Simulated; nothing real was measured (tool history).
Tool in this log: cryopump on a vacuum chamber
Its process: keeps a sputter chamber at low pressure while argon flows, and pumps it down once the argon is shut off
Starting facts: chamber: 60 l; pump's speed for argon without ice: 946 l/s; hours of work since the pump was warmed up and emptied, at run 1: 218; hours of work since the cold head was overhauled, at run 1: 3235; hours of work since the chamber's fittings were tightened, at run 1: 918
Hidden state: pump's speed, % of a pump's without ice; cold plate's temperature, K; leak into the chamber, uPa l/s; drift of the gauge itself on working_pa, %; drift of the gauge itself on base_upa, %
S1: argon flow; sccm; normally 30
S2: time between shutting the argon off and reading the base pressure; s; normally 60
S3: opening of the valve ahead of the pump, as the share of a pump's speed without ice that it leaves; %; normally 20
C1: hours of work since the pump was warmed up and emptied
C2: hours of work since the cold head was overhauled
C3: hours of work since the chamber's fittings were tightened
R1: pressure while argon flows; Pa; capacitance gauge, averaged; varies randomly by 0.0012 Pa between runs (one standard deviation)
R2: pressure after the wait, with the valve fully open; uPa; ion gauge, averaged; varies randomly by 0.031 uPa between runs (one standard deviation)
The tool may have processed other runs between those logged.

{"run": 1, "hour": 0.0, "S1": 30, "S2": 60, "S3": 20, "C1": 218, "C2": 3235, "C3": 918, "R1": 0.276, "R2": 3}
{"run": 2, "hour": 66.5, "S1": 30, "S2": 60, "S3": 20, "C1": 274, "C2": 3290, "C3": 974, "R1": 0.2795, "R2": 3.22}
{"run": 3, "hour": 142.4, "S1": 30, "S2": 60, "S3": 20, "C1": 337, "C2": 3354, "C3": 1037, "R1": 0.2781, "R2": 3.35}
{"run": 4, "hour": 245.0, "S1": 30, "S2": 60, "S3": 23, "C1": 423, "C2": 3440, "C3": 1123, "R1": 0.2484, "R2": 3.64}
{"run": 5, "hour": 320.8, "S1": 30, "S2": 60, "S3": 23, "C1": 486, "C2": 3503, "C3": 1186, "R1": 0.25, "R2": 3.84}
{"run": 6, "hour": 379.1, "S1": 30, "S2": 60, "S3": 23, "C1": 535, "C2": 3552, "C3": 1235, "R1": 0.251, "R2": 4.01}
{"run": 7, "hour": 443.9, "S1": 30, "S2": 60, "S3": 20, "C1": 589, "C2": 3606, "C3": 1289, "R1": 0.2874, "R2": 4.16}
{"run": 8, "hour": 503.5, "S1": 30, "S2": 60, "S3": 20, "C1": 639, "C2": 3655, "C3": 1338, "R1": 0.2882, "R2": 4.39}
{"hour": 571.1, "done": "pump warmed up, emptied and cooled again"}
{"run": 9, "hour": 590.3, "S1": 30, "S2": 60, "S3": 20, "C1": 16, "C2": 3724, "C3": 1407, "R1": 0.2711, "R2": 3.71}
{"run": 10, "hour": 674.6, "S1": 30, "S2": 60, "S3": 20, "C1": 86, "C2": 3794, "C3": 1477, "R1": 0.2721, "R2": 3.76}
{"run": 11, "hour": 734.4, "S1": 30, "S2": 60, "S3": 20, "C1": 136, "C2": 3844, "C3": 1527, "R1": 0.2759, "R2": 3.96}
{"run": 12, "hour": 800.2, "S1": 54, "S2": 21, "S3": 29, "C1": 191, "C2": 3899, "C3": 1582, "R1": 0.347, "R2": 6.6}
{"run": 13, "hour": 850.0, "S1": 54, "S2": 21, "S3": 29, "C1": 233, "C2": 3941, "C3": 1624, "R1": 0.3477, "R2": 6.89}
{"run": 14, "hour": 921.9, "S1": 54, "S2": 21, "S3": 29, "C1": 293, "C2": 4001, "C3": 1684, "R1": 0.3511, "R2": 6.61}
{"run": 15, "hour": 996.1, "S1": 17, "S2": 165, "S3": 20, "C1": 355, "C2": 4063, "C3": 1746, "R1": 0.1599, "R2": 3.74}
{"run": 16, "hour": 1082.6, "S1": 58, "S2": 60, "S3": 18, "C1": 427, "C2": 4135, "C3": 1818, "R1": 0.6063, "R2": 4.84}
{"run": 17, "hour": 1179.7, "S1": 41, "S2": 24, "S3": 19, "C1": 508, "C2": 4216, "C3": 1899, "R1": 0.4099, "R2": 7.09}
{"run": 18, "hour": 1245.5, "S1": 26, "S2": 26, "S3": 19, "C1": 563, "C2": 4271, "C3": 1954, "R1": 0.2621, "R2": 6.92}
{"run": 19, "hour": 1324.7, "S1": 12, "S2": 60, "S3": 58, "C1": 629, "C2": 4337, "C3": 2020, "R1": 0.0456, "R2": 5.69}

Here are 4 independent what-if runs from the current tool condition. What would each one return?
{"run": "A", "hour": 1385.3, "S1": 28, "S2": 60, "S3": 53, "C1": 680, "C2": 4388, "C3": 2071, "R1": "?", "R2": "?"}
{"run": "B", "hour": 1385.3, "S1": 18, "S2": 117, "S3": 55, "C1": 680, "C2": 4388, "C3": 2071, "R1": "?", "R2": "?"}
{"run": "C", "hour": 1385.3, "S1": 30, "S2": 255, "S3": 33, "C1": 680, "C2": 4388, "C3": 2071, "R1": "?", "R2": "?"}
{"run": "D", "hour": 1385.3, "S1": 50, "S2": 45, "S3": 30, "C1": 680, "C2": 4388, "C3": 2071, "R1": "?", "R2": "?"}

run=A R1=0.1174 R2=5.73
run=B R1=0.0737 R2=5.2
run=C R1=0.1872 R2=4.74
run=D R1=0.3439 R2=6.26
Take away the tool's hidden state, keep each run's random variation, and the runs would have read:
run=A R1=0.0938 R2=1.58
run=B R1=0.0585 R2=0.99
run=C R1=0.1618 R2=0.63
run=D R1=0.3013 R2=2.06
